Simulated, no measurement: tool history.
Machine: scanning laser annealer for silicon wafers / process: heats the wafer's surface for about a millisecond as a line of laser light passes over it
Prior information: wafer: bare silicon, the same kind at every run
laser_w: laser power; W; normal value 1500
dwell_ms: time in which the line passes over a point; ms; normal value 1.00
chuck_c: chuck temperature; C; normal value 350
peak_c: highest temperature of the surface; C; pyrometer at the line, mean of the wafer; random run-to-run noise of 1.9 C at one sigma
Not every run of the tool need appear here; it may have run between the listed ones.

run 1 day=0.000 | laser_w=1500 dwell_ms=1.00 chuck_c=350 | peak_c=1125
run 2 day=0.296 | laser_w=1500 dwell_ms=1.00 chuck_c=350 | peak_c=1127
run 3 day=0.717 | laser_w=1500 dwell_ms=1.00 chuck_c=350 | peak_c=1122
run 4 day=1.242 | laser_w=1500 dwell_ms=1.00 chuck_c=350 | peak_c=1121
run 5 day=1.612 | laser_w=1500 dwell_ms=1.00 chuck_c=350 | peak_c=1120
run 6 day=2.246 | laser_w=1500 dwell_ms=1.00 chuck_c=350 | peak_c=1125
run 7 day=2.533 | laser_w=1500 dwell_ms=1.00 chuck_c=350 | peak_c=1121
run 8 day=3.017 | laser_w=1500 dwell_ms=0.74 chuck_c=350 | peak_c=1015
run 9 day=3.542 | laser_w=1500 dwell_ms=0.74 chuck_c=350 | peak_c=1014
run 10 day=3.808 | laser_w=1500 dwell_ms=0.74 chuck_c=350 | peak_c=1017
run 11 day=4.271 | laser_w=1500 dwell_ms=0.74 chuck_c=350 | peak_c=1015
run 12 day=4.967 | laser_w=1500 dwell_ms=1.00 chuck_c=350 | peak_c=1148
run 13 day=5.583 | laser_w=1500 dwell_ms=1.00 chuck_c=350 | peak_c=1149
run 14 day=6.171 | laser_w=1390 dwell_ms=1.00 chuck_c=350 | peak_c=1078
run 15 day=6.608 | laser_w=1500 dwell_ms=1.00 chuck_c=350 | peak_c=1150
run 16 day=6.871 | laser_w=1500 dwell_ms=1.00 chuck_c=350 | peak_c=1148
run 17 day=7.175 | laser_w=1500 dwell_ms=1.00 chuck_c=350 | peak_c=1150
run 18 day=7.467 | laser_w=1585 dwell_ms=1.00 chuck_c=313 | peak_c=1166
run 19 day=7.946 | laser_w=1307 dwell_ms=1.06 chuck_c=313 | peak_c=1009
run 20 day=8.312 | laser_w=1414 dwell_ms=1.00 chuck_c=369 | peak_c=1110
run 21 day=8.892 | laser_w=1642 dwell_ms=0.76 chuck_c=319 | peak_c=1096
run 22 day=9.404 | laser_w=1642 dwell_ms=0.76 chuck_c=319 | peak_c=1098
run 23 day=10.042 | laser_w=1642 dwell_ms=0.76 chuck_c=319 | peak_c=1097
run 24 day=10.629 | laser_w=1644 dwell_ms=1.08 chuck_c=375 | peak_c=1294
run 25 day=11.058 | laser_w=1644 dwell_ms=1.08 chuck_c=375 | peak_c=1293
run 26 day=11.550 | laser_w=1466 dwell_ms=1.09 chuck_c=375 | peak_c=1180
run 27 day=12.046 | laser_w=1466 dwell_ms=1.09 chuck_c=375 | peak_c=1180
run 28 day=12.458 | laser_w=1555 dwell_ms=1.03 chuck_c=350 | peak_c=1189
run 29 day=13.083 | laser_w=1348 dwell_ms=0.75 chuck_c=350 | peak_c=956
run 30 day=13.542 | laser_w=1348 dwell_ms=0.75 chuck_c=350 | peak_c=953
run 31 day=13.938 | laser_w=1396 dwell_ms=0.75 chuck_c=350 | peak_c=979
run 32 day=14.533 | laser_w=1396 dwell_ms=0.75 chuck_c=356 | peak_c=987
run 33 day=14.933 | laser_w=1617 dwell_ms=0.73 chuck_c=341 | peak_c=1083
run 34 day=15.512 | laser_w=1521 dwell_ms=0.82 chuck_c=341 | peak_c=1071

Not shown: 1 entry that the log had between the listed runs. Between which runs, and how does the tool's hidden state differ before and after?
Run 11 -> run 12: window over the wafer cleaned (day 4.675)
  light that passes the window, % of a clean one's: 96.44 -> 99.69; width of the line over the set one, %: 3.81 -> 3.84
  measured minus no-state result, peak_c: -51 -> -28 C

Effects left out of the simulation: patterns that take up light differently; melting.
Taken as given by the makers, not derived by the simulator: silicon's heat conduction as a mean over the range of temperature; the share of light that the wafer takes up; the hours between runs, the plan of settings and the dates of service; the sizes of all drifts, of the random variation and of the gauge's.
